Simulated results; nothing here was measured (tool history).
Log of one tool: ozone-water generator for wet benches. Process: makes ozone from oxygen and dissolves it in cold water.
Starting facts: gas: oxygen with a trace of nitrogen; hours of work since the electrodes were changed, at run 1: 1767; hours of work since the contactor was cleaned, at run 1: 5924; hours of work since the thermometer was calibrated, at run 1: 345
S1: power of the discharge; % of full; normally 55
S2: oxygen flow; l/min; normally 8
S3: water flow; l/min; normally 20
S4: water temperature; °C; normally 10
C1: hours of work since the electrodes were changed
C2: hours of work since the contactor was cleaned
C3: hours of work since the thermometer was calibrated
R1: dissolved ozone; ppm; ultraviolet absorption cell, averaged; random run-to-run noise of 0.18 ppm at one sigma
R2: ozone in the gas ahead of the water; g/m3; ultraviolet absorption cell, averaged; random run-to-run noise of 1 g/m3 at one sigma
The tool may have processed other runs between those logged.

| run | hour | S1 | S2 | S3 | S4 | C1 | C2 | C3 | R1 | R2 |
|---|---|---|---|---|---|---|---|---|---|---|
| 1 | 0 | 55 | 8 | 20 | 10 | 1767 | 5924 | 345 | 22.5 | 171.7 |
| 2 | 74.9 | 55 | 8 | 20 | 10 | 1832 | 5988 | 410 | 22.2 | 169.7 |
| 3 | 112.5 | 55 | 8 | 26 | 10 | 1864 | 6021 | 442 | 18.2 | 169.4 |
| 4 | 148.9 | 55 | 8 | 20 | 10 | 1896 | 6052 | 474 | 22.3 | 169.6 |
| 5 | 212.8 | 55 | 8 | 20 | 10 | 1951 | 6107 | 529 | 22.7 | 167.2 |
| 6 | 254.2 | 55 | 8 | 23 | 10 | 1986 | 6143 | 565 | 20 | 168.9 |
| 7 | 288.2 | 55 | 8 | 20 | 10 | 2016 | 6172 | 594 | 22.6 | 169.8 |
| 8 | 344.9 | 55 | 8 | 20 | 10 | 2065 | 6221 | 643 | 22.3 | 168.9 |
| 9 | 383 | 55 | 8 | 20 | 10 | 2098 | 6254 | 676 | 22.6 | 168.4 |
| 10 | 456.5 | 55 | 8 | 20 | 10 | 2161 | 6318 | 739 | 22 | 168.5 |
| 11 | 498.8 | 55 | 8 | 20 | 10 | 2198 | 6354 | 776 | 22.1 | 168.1 |
| 12 | 542.9 | 55 | 6.71 | 20 | 10 | 2236 | 6392 | 814 | 22.5 | 187.6 |
| 13 | 611.4 | 55 | 6.71 | 20 | 10 | 2295 | 6451 | 873 | 22.2 | 184.1 |
| 14 | 684 | 55 | 6.71 | 20 | 10 | 2358 | 6514 | 936 | 22.3 | 185.2 |
| 15 | 732.3 | 55 | 8 | 20 | 10 | 2399 | 6556 | 978 | 22.5 | 170.1 |
| 16 | 790.9 | 55 | 8 | 20 | 10 | 2450 | 6606 | 1028 | 22.4 | 167.8 |
| 17 | 857.7 | 55 | 8 | 20 | 10 | 2508 | 6664 | 1086 | 22.3 | 168.9 |
| 18 | 926.5 | 75 | 9.25 | 20 | 10 | 2567 | 6724 | 1145 | 26.1 | 184.4 |
|  | 936.9 | contactor cleaned |
| 19 | 984.6 | 75 | 9.73 | 20 | 17 | 2614 | 41 | 1192 | 22 | 179.5 |
| 20 | 1039 | 55 | 10.28 | 21 | 10 | 2661 | 88 | 1239 | 20.3 | 146.4 |
| 21 | 1084.3 | 67 | 8.92 | 25 | 8 | 2700 | 127 | 1278 | 20.5 | 177.3 |
| 22 | 1141.1 | 51 | 5.67 | 23 | 8 | 2749 | 176 | 1327 | 18.6 | 194.8 |
| 23 | 1187.6 | 51 | 5.67 | 23 | 8 | 2789 | 216 | 1367 | 18.5 | 193.3 |
|  | 1222.3 | contactor cleaned, once more |
| 24 | 1256 | 51 | 5.67 | 23 | 8 | 2845 | 29 | 1423 | 20.1 | 192.8 |
| 25 | 1293.7 | 51 | 5.67 | 23 | 8 | 2877 | 62 | 1456 | 20.1 | 196.4 |
| 26 | 1360.8 | 76 | 5.11 | 20 | 10 | 2935 | 120 | 1513 | 27.7 | 258.4 |
| 27 | 1410.5 | 55 | 4.22 | 20 | 15 | 2978 | 163 | 1556 | 21.5 | 238.5 |
| 28 | 1481.2 | 68 | 12.67 | 20 | 15 | 3039 | 224 | 1617 | 22.1 | 145.4 |
| 29 | 1546 | 46 | 8 | 14 | 17 | 3095 | 280 | 1673 | 23.5 | 150.1 |
| 30 | 1596.3 | 55 | 8 | 20 | 10 | 3139 | 323 | 1717 | 23.1 | 166.6 |
| 31 | 1660.5 | 55 | 8 | 20 | 10 | 3194 | 378 | 1772 | 23.1 | 164.5 |
| 32 | 1708.5 | 55 | 8 | 13 | 18 | 3235 | 420 | 1814 | 26.7 | 164.2 |

Branching from run 32: 5 alternative next runs. What would each branch give?
| A | 1760.4 | 89 | 8 | 26 | 18 | 3280 | 465 | 1858 | ? | ? |
| B | 1760.4 | 55 | 8 | 31 | 10 | 3280 | 465 | 1858 | ? | ? |
| C | 1760.4 | 55 | 7.43 | 16 | 6 | 3280 | 465 | 1858 | ? | ? |
| D | 1760.4 | 53 | 13.39 | 20 | 10 | 3280 | 465 | 1858 | ? | ? |
| E | 1760.4 | 66 | 6.54 | 13 | 14 | 3280 | 465 | 1858 | ? | ? |

| run | R1 | R2 |
|---|---|---|
| A | 21.6 | 217.7 |
| B | 15.9 | 166.8 |
| C | 29.3 | 176.2 |
| D | 21 | 122.7 |
| E | 32.7 | 207.2 |
Without the tool's unlogged condition, the same runs would have read:
| run | R1 | R2 |
|---|---|---|
| A | 23 | 230.3 |
| B | 16.8 | 174.1 |
| C | 30.8 | 183.8 |
| D | 22.1 | 127.9 |
| E | 34.6 | 217.3 |

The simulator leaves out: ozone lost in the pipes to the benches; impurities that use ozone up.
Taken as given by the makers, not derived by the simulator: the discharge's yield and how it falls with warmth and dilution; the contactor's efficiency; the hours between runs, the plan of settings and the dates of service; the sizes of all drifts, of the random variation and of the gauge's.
